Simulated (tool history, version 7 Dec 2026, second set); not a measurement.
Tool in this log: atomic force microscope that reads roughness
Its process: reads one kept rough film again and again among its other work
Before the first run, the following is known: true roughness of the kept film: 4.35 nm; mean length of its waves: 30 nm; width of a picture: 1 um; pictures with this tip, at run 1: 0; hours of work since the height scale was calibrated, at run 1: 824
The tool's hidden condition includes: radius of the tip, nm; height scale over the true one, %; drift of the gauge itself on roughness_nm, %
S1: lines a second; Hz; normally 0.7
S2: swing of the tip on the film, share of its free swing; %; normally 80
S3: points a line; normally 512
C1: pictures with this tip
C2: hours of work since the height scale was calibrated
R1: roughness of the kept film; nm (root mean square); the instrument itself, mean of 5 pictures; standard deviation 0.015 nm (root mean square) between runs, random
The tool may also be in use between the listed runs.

| run | hour | S1 | S2 | S3 | C1 | C2 | R1 |
|---|---|---|---|---|---|---|---|
| 1 | 0 | 0.7 | 80 | 512 | 0 | 824 | 3.61 |
| 2 | 22.2 | 0.7 | 77 | 512 | 38 | 838 | 3.48 |
| 3 | 60.5 | 0.7 | 77 | 512 | 104 | 862 | 3.258 |
| 4 | 90.4 | 0.7 | 77 | 572 | 155 | 881 | 3.063 |
| 5 | 138.2 | 2.227 | 77 | 572 | 237 | 911 | 2.629 |
| 6 | 179.6 | 0.7 | 80 | 278 | 308 | 937 | 2.598 |
|  | 221.8 | new tip fitted |
| 7 | 223.2 | 0.7 | 80 | 337 | 2 | 964 | 3.543 |
| 8 | 246 | 0.7 | 80 | 337 | 41 | 978 | 3.42 |
| 9 | 278 | 2.851 | 69 | 274 | 96 | 999 | 3.073 |
|  | 283.1 | height scale calibrated on a step standard |
| 10 | 321.7 | 3.68 | 90 | 508 | 169 | 24 | 2.273 |
| 11 | 360.4 | 3.68 | 90 | 508 | 235 | 49 | 2.147 |
| 12 | 396 | 0.627 | 70 | 512 | 296 | 71 | 2.74 |
|  | 400 | height scale calibrated on a step standard, once more |
| 13 | 434.9 | 0.584 | 70 | 963 | 361 | 22 | 2.669 |
|  | 446.2 | new tip fitted |
| 14 | 458.3 | 0.584 | 70 | 963 | 20 | 36 | 3.669 |
| 15 | 496.8 | 0.7 | 58 | 858 | 86 | 61 | 3.457 |

Here are 4 independent what-if runs from the current tool condition. What would each one return?
| A | 548 | 0.7 | 81 | 468 | 174 | 93 | ? |
| B | 548 | 0.928 | 58 | 414 | 174 | 93 | ? |
| C | 548 | 0.903 | 80 | 708 | 174 | 93 | ? |
| D | 548 | 3.397 | 58 | 858 | 174 | 93 | ? |

| run | R1 |
|---|---|
| A | 3.038 |
| B | 3.158 |
| C | 3.029 |
| D | 3.047 |
With the hidden condition removed and each run's random variation left untouched, the same runs would have given:
| run | R1 |
|---|---|
| A | 3.631 |
| B | 3.774 |
| C | 3.62 |
| D | 3.642 |

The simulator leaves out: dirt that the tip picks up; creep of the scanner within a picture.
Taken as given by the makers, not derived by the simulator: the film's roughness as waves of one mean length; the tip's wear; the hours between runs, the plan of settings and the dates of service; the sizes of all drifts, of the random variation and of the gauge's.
